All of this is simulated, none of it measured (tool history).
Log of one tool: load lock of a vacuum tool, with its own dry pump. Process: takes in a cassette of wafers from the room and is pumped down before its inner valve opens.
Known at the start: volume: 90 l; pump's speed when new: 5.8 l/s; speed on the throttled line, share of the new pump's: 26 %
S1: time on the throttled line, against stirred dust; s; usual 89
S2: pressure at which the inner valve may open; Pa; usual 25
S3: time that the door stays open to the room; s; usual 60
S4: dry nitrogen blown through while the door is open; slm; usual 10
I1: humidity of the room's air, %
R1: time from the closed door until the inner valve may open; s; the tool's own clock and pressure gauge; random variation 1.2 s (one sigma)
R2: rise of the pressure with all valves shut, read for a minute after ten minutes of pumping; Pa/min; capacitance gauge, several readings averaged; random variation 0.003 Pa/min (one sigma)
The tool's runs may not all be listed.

run 1 hour=0 | S1=89 S2=25 S3=60 S4=10 | I1=44.7 | R1=202 R2=0.151
run 2 hour=214.9 | S1=89 S2=25 S3=60 S4=10 | I1=48 | R1=203.4 R2=0.155
run 3 hour=391.2 | S1=89 S2=25 S3=60 S4=10 | I1=44.4 | R1=204.6 R2=0.177
run 4 hour=541.1 | S1=89 S2=25 S3=60 S4=10 | I1=45.8 | R1=206.7 R2=0.178
run 5 hour=695.7 | S1=89 S2=25 S3=60 S4=10 | I1=47.9 | R1=202 R2=0.188
run 6 hour=825.2 | S1=89 S2=28 S3=60 S4=10 | I1=45.6 | R1=204.9 R2=0.198
run 7 hour=986.6 | S1=89 S2=25 S3=60 S4=17 | I1=45.8 | R1=204.7 R2=0.198
run 8 hour=1142.9 | S1=89 S2=25 S3=60 S4=17 | I1=46 | R1=206.8 R2=0.214
run 9 hour=1344.8 | S1=163 S2=25 S3=60 S4=10 | I1=47.3 | R1=258 R2=0.228
run 10 hour=1515.1 | S1=89 S2=25 S3=60 S4=10 | I1=44 | R1=206.2 R2=0.235
run 11 hour=1741.2 | S1=89 S2=25 S3=60 S4=10 | I1=43.4 | R1=205.3 R2=0.252
run 12 hour=1939.5 | S1=89 S2=25 S3=60 S4=10 | I1=46.7 | R1=206.9 R2=0.262
run 13 hour=2118.5 | S1=89 S2=25 S3=51 S4=10 | I1=46.5 | R1=207.5 R2=0.274
run 14 hour=2293.7 | S1=89 S2=36 S3=60 S4=10 | I1=45.6 | R1=201.8 R2=0.291
run 15 hour=2463.3 | S1=102 S2=40 S3=42 S4=25 | I1=44.7 | R1=209.5 R2=0.288
run 16 hour=2665.1 | S1=102 S2=40 S3=42 S4=25 | I1=45.8 | R1=211.3 R2=0.299
run 17 hour=2844.6 | S1=102 S2=48 S3=100 S4=19 | I1=47.4 | R1=207.8 R2=0.326
run 18 hour=3016.2 | S1=139 S2=32 S3=58 S4=11 | I1=45.2 | R1=243.6 R2=0.341
run 19 hour=3203.6 | S1=139 S2=32 S3=58 S4=11 | I1=45.8 | R1=243.5 R2=0.343
run 20 hour=3421.9 | S1=68 S2=25 S3=38 S4=10 | I1=45.5 | R1=195.6 R2=0.358
run 21 hour=3569.5 | S1=141 S2=48 S3=38 S4=10 | I1=43.4 | R1=235.5 R2=0.358
run 22 hour=3721.3 | S1=106 S2=37 S3=29 S4=5 | I1=44.7 | R1=213.1 R2=0.381
run 23 hour=3899.3 | S1=106 S2=37 S3=29 S4=5 | I1=45.5 | R1=215.6 R2=0.409
run 24 hour=4022.1 | S1=106 S2=37 S3=29 S4=5 | I1=46.9 | R1=215.7 R2=0.411
run 25 hour=4238.1 | S1=125 S2=24 S3=139 S4=16 | I1=47.8 | R1=236.2 R2=0.425
run 26 hour=4349.1 | S1=125 S2=24 S3=139 S4=16 | I1=41.5 | R1=238.4 R2=0.436
run 27 hour=4535.3 | S1=125 S2=24 S3=139 S4=16 | I1=47.1 | R1=236.9 R2=0.452

4 ways to go on from here, each from the tool as it stands after run 27. What would each give?
run A hour=4755.4 | S1=125 S2=39 S3=33 S4=16 | I1=47.2 | R1=? R2=?
run B hour=4755.4 | S1=134 S2=24 S3=60 S4=26 | I1=44 | R1=? R2=?
run C hour=4755.4 | S1=54 S2=24 S3=139 S4=16 | I1=45.3 | R1=? R2=?
run D hour=4755.4 | S1=89 S2=24 S3=60 S4=18 | I1=45.9 | R1=? R2=?

run=A R1=230.5 R2=0.465
run=B R1=246.5 R2=0.452
run=C R1=191.7 R2=0.469
run=D R1=211.5 R2=0.461
Without the tool's hidden state the same runs would have given:
run=A R1=215.4 R2=0.016
run=B R1=230.5 R2=0.012
run=C R1=171.7 R2=0.028
run=D R1=193.8 R2=0.019
